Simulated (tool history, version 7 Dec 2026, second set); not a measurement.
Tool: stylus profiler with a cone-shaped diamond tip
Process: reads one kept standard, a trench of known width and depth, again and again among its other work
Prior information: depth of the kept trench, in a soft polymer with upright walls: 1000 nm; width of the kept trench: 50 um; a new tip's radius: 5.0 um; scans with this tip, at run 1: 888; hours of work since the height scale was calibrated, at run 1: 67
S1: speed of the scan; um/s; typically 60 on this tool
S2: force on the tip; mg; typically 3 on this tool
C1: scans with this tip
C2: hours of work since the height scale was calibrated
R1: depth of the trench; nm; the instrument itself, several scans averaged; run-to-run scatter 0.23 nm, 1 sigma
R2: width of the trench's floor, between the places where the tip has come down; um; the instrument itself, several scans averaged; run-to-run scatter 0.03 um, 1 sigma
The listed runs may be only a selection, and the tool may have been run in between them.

run 1 day=0 | S1=60 S2=3 | C1=888 C2=67 | R1=1008.65 R2=43.37
run 2 day=1.942 | S1=60 S2=3 | C1=1334 C2=101 | R1=1008.7 R2=43.16
run 3 day=4.146 | S1=60 S2=3 | C1=1840 C2=139 | R1=1009.12 R2=42.89
run 4 day=7.521 | S1=60 S2=3 | C1=2616 C2=197 | R1=1008.91 R2=42.6
run 5 day=9.992 | S1=60 S2=3 | C1=3184 C2=240 | R1=1009.34 R2=42.28
run 6 day=11.667 | S1=60 S2=3 | C1=3569 C2=269 | R1=1009.61 R2=42.2
run 7 day=13.562 | S1=60 S2=3 | C1=4005 C2=302 | R1=1009.71 R2=42.02
run 8 day=15.725 | S1=60 S2=3 | C1=4502 C2=339 | R1=1010.06 R2=41.88
run 9 day=19.088 | S1=60 S2=3 | C1=5275 C2=398 | R1=1010.1 R2=41.54
run 10 day=21.558 | S1=60 S2=4.19 | C1=5843 C2=441 | R1=1012.48 R2=41.42
run 11 day=23.562 | S1=60 S2=4.19 | C1=6303 C2=475 | R1=1012.63 R2=41.28
run 12 day=26.629 | S1=60 S2=4.19 | C1=7008 C2=528 | R1=1013.43 R2=41.04
run 13 day=30.438 | S1=60 S2=4.19 | C1=7883 C2=594 | R1=1013.08 R2=40.75
run 14 day=32.1 | S1=60 S2=4.19 | C1=8266 C2=623 | R1=1013.25 R2=40.7
run 15 day=35.808 | S1=60 S2=4.19 | C1=9118 C2=688 | R1=1013.3 R2=40.34
run 16 day=38.783 | S1=60 S2=4.19 | C1=9802 C2=739 | R1=1013.84 R2=40.16
run 17 day=41.979 | S1=60 S2=3.25 | C1=10536 C2=794 | R1=1012.17 R2=39.87
-- day=42.779 new tip fitted, height scale calibrated
run 18 day=46.021 | S1=60 S2=3.25 | C1=745 C2=56 | R1=1009.1 R2=43.43
run 19 day=49.383 | S1=60 S2=3.25 | C1=1518 C2=115 | R1=1009.29 R2=43.07
run 20 day=51.029 | S1=75 S2=4.22 | C1=1897 C2=143 | R1=1010.68 R2=42.91
-- day=51.388 height scale calibrated on a step standard
run 21 day=53.1 | S1=75 S2=4.22 | C1=2368 C2=30 | R1=1011.46 R2=42.65
run 22 day=55.975 | S1=95 S2=3.64 | C1=3029 C2=80 | R1=1010.4 R2=42.3
run 23 day=58.554 | S1=95 S2=3.64 | C1=3621 C2=124 | R1=1010.9 R2=42.02
run 24 day=61.579 | S1=33 S2=1.65 | C1=4317 C2=177 | R1=1006.98 R2=42.04
run 25 day=64.929 | S1=88 S2=1.98 | C1=5087 C2=235 | R1=1008.3 R2=41.35
-- day=67.583 height scale calibrated on a step standard, once more
run 26 day=67.95 | S1=231 S2=1.85 | C1=5776 C2=6 | R1=1005.7 R2=40.06
run 27 day=69.692 | S1=19 S2=3.22 | C1=6177 C2=37 | R1=1008.2 R2=41.52
run 28 day=71.85 | S1=27 S2=4.79 | C1=6673 C2=74 | R1=1011.32 R2=41.37
run 29 day=74.292 | S1=48 S2=3 | C1=7234 C2=116 | R1=1008.61 R2=41.04

Predict each of these 3 candidate next runs independently; none follows another, all start after run 29:
run A day=77.221 | S1=50 S2=1.67 | C1=7907 C2=167 | R1=? R2=?
run B day=77.221 | S1=105 S2=6.16 | C1=7907 C2=167 | R1=? R2=?
run C day=77.221 | S1=35 S2=3 | C1=7907 C2=167 | R1=? R2=?

run=A R1=1006.6 R2=40.68
run=B R1=1013.68 R2=40.64
run=C R1=1009.02 R2=40.83
With the hidden condition removed and each run's random variation left untouched, the same runs would have given:
run=A R1=1005.83 R2=43.63
run=B R1=1012.9 R2=43.58
run=C R1=1008.25 R2=43.78
